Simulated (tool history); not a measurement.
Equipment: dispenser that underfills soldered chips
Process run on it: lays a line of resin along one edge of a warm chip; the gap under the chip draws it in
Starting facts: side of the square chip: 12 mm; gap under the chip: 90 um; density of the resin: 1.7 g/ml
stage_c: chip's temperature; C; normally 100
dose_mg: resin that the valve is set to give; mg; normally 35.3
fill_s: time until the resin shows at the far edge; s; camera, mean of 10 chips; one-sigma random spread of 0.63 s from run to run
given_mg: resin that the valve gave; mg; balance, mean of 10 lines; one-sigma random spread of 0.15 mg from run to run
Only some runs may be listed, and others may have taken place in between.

Run 1, hour 0.0: usual settings. Result: fill_s 68.4 s, given_mg 35.05 mg.
Run 2, hour 10.4: usual settings. Result: fill_s 110.4 s, given_mg 34.90 mg.
At hour 12.9: new syringe of resin.
Run 3, hour 25.8: usual settings but dose_mg 41.0 mg. Result: fill_s 93.0 s, given_mg 40.29 mg.
At hour 31.3: new syringe of resin.
Run 4, hour 38.7: usual settings but dose_mg 41.0 mg. Result: fill_s 73.5 s, given_mg 39.97 mg.
Run 5, hour 47.3: usual settings but dose_mg 41.0 mg. Result: fill_s 106.6 s, given_mg 39.99 mg.
At hour 49.9: new syringe of resin.
Run 6, hour 62.3: usual settings but dose_mg 41.0 mg. Result: fill_s 86.9 s, given_mg 39.43 mg.
At hour 69.0: new syringe of resin.
Run 7, hour 77.4: usual settings. Result: fill_s 76.5 s, given_mg 33.58 mg.
At hour 87.4: new syringe of resin.
Run 8, hour 88.9: usual settings. Result: fill_s 56.2 s, given_mg 33.33 mg.
Run 9, hour 98.5: usual settings. Result: fill_s 85.5 s, given_mg 33.15 mg.
At hour 101.8: dispensing valve cleaned and set on the balance.
At hour 106.6: new syringe of resin.
Run 10, hour 109.5: usual settings. Result: fill_s 58.5 s, given_mg 35.04 mg.
Run 11, hour 124.4: usual settings. Result: fill_s 113.6 s, given_mg 34.43 mg.
At hour 126.2: new syringe of resin.
Run 12, hour 133.0: usual settings. Result: fill_s 69.9 s, given_mg 34.32 mg.
At hour 145.1: new syringe of resin.
Run 13, hour 148.3: usual settings. Result: fill_s 60.2 s, given_mg 34.41 mg.
Run 14, hour 157.9: usual settings but dose_mg 42.4 mg. Result: fill_s 92.0 s, given_mg 40.73 mg.
At hour 163.9: new syringe of resin.
Run 15, hour 170.6: usual settings but dose_mg 42.4 mg. Result: fill_s 68.3 s, given_mg 40.67 mg.
At hour 182.1: new syringe of resin.
Run 16, hour 184.3: usual settings but stage_c 108 C, dose_mg 33.7 mg. Result: fill_s 42.5 s, given_mg 32.32 mg.
At hour 201.1: new syringe of resin.
Run 17, hour 201.1: usual settings but stage_c 91 C, dose_mg 34.0 mg. Result: fill_s 74.7 s, given_mg 32.09 mg.
At hour 203.6: dispensing valve cleaned and set on the balance.
Run 18, hour 213.3: usual settings but stage_c 96 C, dose_mg 33.9 mg. Result: fill_s 101.5 s, given_mg 33.77 mg.
At hour 220.9: new syringe of resin.
Run 19, hour 228.8: usual settings but stage_c 96 C, dose_mg 33.9 mg. Result: fill_s 86.4 s, given_mg 33.10 mg.

What if the next run were any one of these 5? Each begins from the tool's condition after run 19:
At hour 239.7: new syringe of resin.
Run A, hour 242.5: usual settings but stage_c 92 C. Result: fill_s ?, given_mg ?.
At hour 239.7: new syringe of resin.
Run B, hour 242.5: usual settings. Result: fill_s ?, given_mg ?.
At hour 239.7: new syringe of resin.
Run C, hour 242.5: usual settings but stage_c 101 C, dose_mg 33.1 mg. Result: fill_s ?, given_mg ?.
At hour 239.7: new syringe of resin.
Run D, hour 242.5: usual settings but stage_c 89 C, dose_mg 32.9 mg. Result: fill_s ?, given_mg ?.
At hour 239.7: new syringe of resin.
Run E, hour 242.5: usual settings but stage_c 109 C, dose_mg 33.9 mg. Result: fill_s ?, given_mg ?.

run  fill_s  given_mg
  A    80.6     34.68
  B    58.1     34.24
  C    55.4     32.25
  D    92.5     31.99
  E    41.2     33.15
With no hidden state in the tool, these same runs would have given:
run  fill_s  given_mg
  A    76.7     35.49
  B    55.0     35.05
  C    52.3     33.01
  D    88.0     32.75
  E    38.9     33.93
